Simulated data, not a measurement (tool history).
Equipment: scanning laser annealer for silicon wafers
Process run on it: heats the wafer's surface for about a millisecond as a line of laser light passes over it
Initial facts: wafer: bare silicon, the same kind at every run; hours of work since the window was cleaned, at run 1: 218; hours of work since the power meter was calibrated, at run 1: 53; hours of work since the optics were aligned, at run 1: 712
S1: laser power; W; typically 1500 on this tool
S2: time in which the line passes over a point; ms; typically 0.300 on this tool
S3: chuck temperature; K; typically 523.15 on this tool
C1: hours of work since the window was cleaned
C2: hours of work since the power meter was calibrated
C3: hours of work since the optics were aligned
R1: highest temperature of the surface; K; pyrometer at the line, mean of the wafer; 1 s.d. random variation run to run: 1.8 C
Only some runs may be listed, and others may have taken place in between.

run,day,S1,S2,S3,C1,C2,C3,R1
1,0.000,1500,0.300,523.15,218,53,712,1330.15
2,0.692,1500,0.300,523.15,227,62,721,1333.15
3,1.658,1500,0.300,531.15,240,75,734,1343.15
4,2.462,1500,0.300,523.15,250,85,744,1332.15
5,3.025,1500,0.300,523.15,257,93,752,1331.15
# day 3.662: optics aligned, line set to its width
6,4.396,1636,0.300,523.15,273,108,10,1439.15
7,5.312,1500,0.300,523.15,284,120,21,1338.15
8,5.962,1500,0.300,523.15,293,128,30,1343.15
9,6.717,1500,0.300,513.15,303,138,40,1331.15
10,7.454,1500,0.300,540.15,312,148,49,1356.15
11,8.167,1500,0.300,540.15,322,157,58,1355.15
12,9.108,1500,0.300,540.15,334,169,71,1357.15
13,9.662,1500,0.300,523.15,341,176,78,1337.15
14,10.325,1500,0.300,523.15,350,185,86,1337.15
15,10.817,1500,0.254,523.15,356,191,93,1264.15
16,11.596,1582,0.372,523.15,366,201,103,1507.15
17,12.496,1582,0.317,523.15,378,213,115,1420.15
18,13.229,1451,0.317,534.15,387,222,124,1338.15
19,13.771,1451,0.317,534.15,394,230,131,1340.15
20,14.954,1531,0.212,533.15,410,245,147,1216.15
21,16.133,1533,0.300,523.15,425,260,162,1353.15
22,17.117,1533,0.300,523.15,438,273,175,1353.15
23,18.042,1533,0.253,540.15,450,285,187,1290.15
24,18.946,1533,0.253,540.15,461,297,198,1295.15
25,19.738,1570,0.300,510.15,472,307,209,1363.15
26,20.342,1570,0.300,484.15,480,315,217,1338.15
27,21.479,1489,0.349,537.15,494,330,231,1406.15
28,22.188,1290,0.300,505.15,504,339,241,1170.15
29,23.104,1290,0.300,505.15,515,351,252,1169.15

Here are 4 independent what-if runs from the current tool condition. What would each one return?
A,24.200,1356,0.300,523.15,530,365,267,?
B,24.200,1290,0.327,505.15,530,365,267,?
C,24.200,1641,0.268,561.15,530,365,267,?
D,24.200,1290,0.375,529.15,530,365,267,?

run,R1
A,1228.15
B,1201.15
C,1404.15
D,1282.15
With the hidden condition removed and each run's random variation left untouched, the same runs would have given:
run,R1
A,1250.15
B,1223.15
C,1431.15
D,1306.15

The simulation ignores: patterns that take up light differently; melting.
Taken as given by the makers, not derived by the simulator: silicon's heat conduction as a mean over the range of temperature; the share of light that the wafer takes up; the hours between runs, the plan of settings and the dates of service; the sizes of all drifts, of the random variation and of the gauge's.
